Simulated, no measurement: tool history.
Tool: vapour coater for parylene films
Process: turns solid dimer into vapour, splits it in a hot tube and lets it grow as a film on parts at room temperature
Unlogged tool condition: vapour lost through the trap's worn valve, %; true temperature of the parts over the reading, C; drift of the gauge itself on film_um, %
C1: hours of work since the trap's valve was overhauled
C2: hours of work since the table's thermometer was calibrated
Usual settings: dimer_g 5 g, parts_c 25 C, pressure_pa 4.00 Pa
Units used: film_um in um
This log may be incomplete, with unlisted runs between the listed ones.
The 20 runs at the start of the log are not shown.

-- hour=336.4 trap's valve overhauled, once more
run 21 hour=337.3 | dimer_g=4 parts_c=17 pressure_pa=2.32 | C1=1 C2=305 | film_um=3.83
run 22 hour=357.4 | dimer_g=4 parts_c=17 pressure_pa=2.32 | C1=14 C2=319 | film_um=3.76
run 23 hour=381.6 | dimer_g=4 parts_c=17 pressure_pa=2.32 | C1=30 C2=335 | film_um=3.81
run 24 hour=398.5 | dimer_g=4 parts_c=17 pressure_pa=5.24 | C1=42 C2=346 | film_um=3.52
run 25 hour=421.4 | dimer_g=2 parts_c=19 pressure_pa=5.89 | C1=57 C2=362 | film_um=1.56
run 26 hour=445.3 | dimer_g=2 parts_c=19 pressure_pa=5.89 | C1=73 C2=378 | film_um=1.55
run 27 hour=458.5 | dimer_g=7 parts_c=19 pressure_pa=2.78 | C1=82 C2=387 | film_um=5.86
run 28 hour=469.9 | dimer_g=7 parts_c=19 pressure_pa=2.78 | C1=90 C2=394 | film_um=5.78
run 29 hour=487.5 | dimer_g=9 parts_c=17 pressure_pa=2.78 | C1=101 C2=406 | film_um=8.13
run 30 hour=498.2 | dimer_g=6 parts_c=18 pressure_pa=6.39 | C1=108 C2=413 | film_um=4.77
run 31 hour=519.1 | dimer_g=5 parts_c=19 pressure_pa=4.00 | C1=123 C2=427 | film_um=3.97
run 32 hour=531.3 | dimer_g=5 parts_c=19 pressure_pa=4.00 | C1=131 C2=435 | film_um=4.01
run 33 hour=553.3 | dimer_g=3 parts_c=25 pressure_pa=2.56 | C1=145 C2=450 | film_um=1.94
run 34 hour=570.8 | dimer_g=5 parts_c=24 pressure_pa=4.00 | C1=157 C2=462 | film_um=3.17
run 35 hour=588.7 | dimer_g=5 parts_c=24 pressure_pa=4.00 | C1=169 C2=474 | film_um=3.17
run 36 hour=606.7 | dimer_g=5 parts_c=24 pressure_pa=4.00 | C1=181 C2=486 | film_um=3.18
run 37 hour=624.9 | dimer_g=5 parts_c=25 pressure_pa=7.39 | C1=194 C2=498 | film_um=2.75
run 38 hour=642.9 | dimer_g=5 parts_c=25 pressure_pa=7.39 | C1=206 C2=510 | film_um=2.86
run 39 hour=666.5 | dimer_g=5 parts_c=25 pressure_pa=7.39 | C1=221 C2=526 | film_um=2.84
run 40 hour=679.3 | dimer_g=5 parts_c=28 pressure_pa=9.02 | C1=230 C2=535 | film_um=2.43

4 options for the next run, each taken on its own from the tool as it stands now. Forecast them:
run A hour=701.6 | dimer_g=3 parts_c=28 pressure_pa=8.39 | C1=245 C2=550 | film_um=?
run B hour=701.6 | dimer_g=4 parts_c=27 pressure_pa=3.76 | C1=245 C2=550 | film_um=?
run C hour=701.6 | dimer_g=9 parts_c=22 pressure_pa=9.02 | C1=245 C2=550 | film_um=?
run D hour=701.6 | dimer_g=2 parts_c=26 pressure_pa=5.10 | C1=245 C2=550 | film_um=?

run=A film_um=1.47
run=B film_um=2.20
run=C film_um=5.58
run=D film_um=1.10
Had the tool no hidden state, the same runs would have come out as:
run=A film_um=1.62
run=B film_um=2.43
run=C film_um=6.16
run=D film_um=1.21
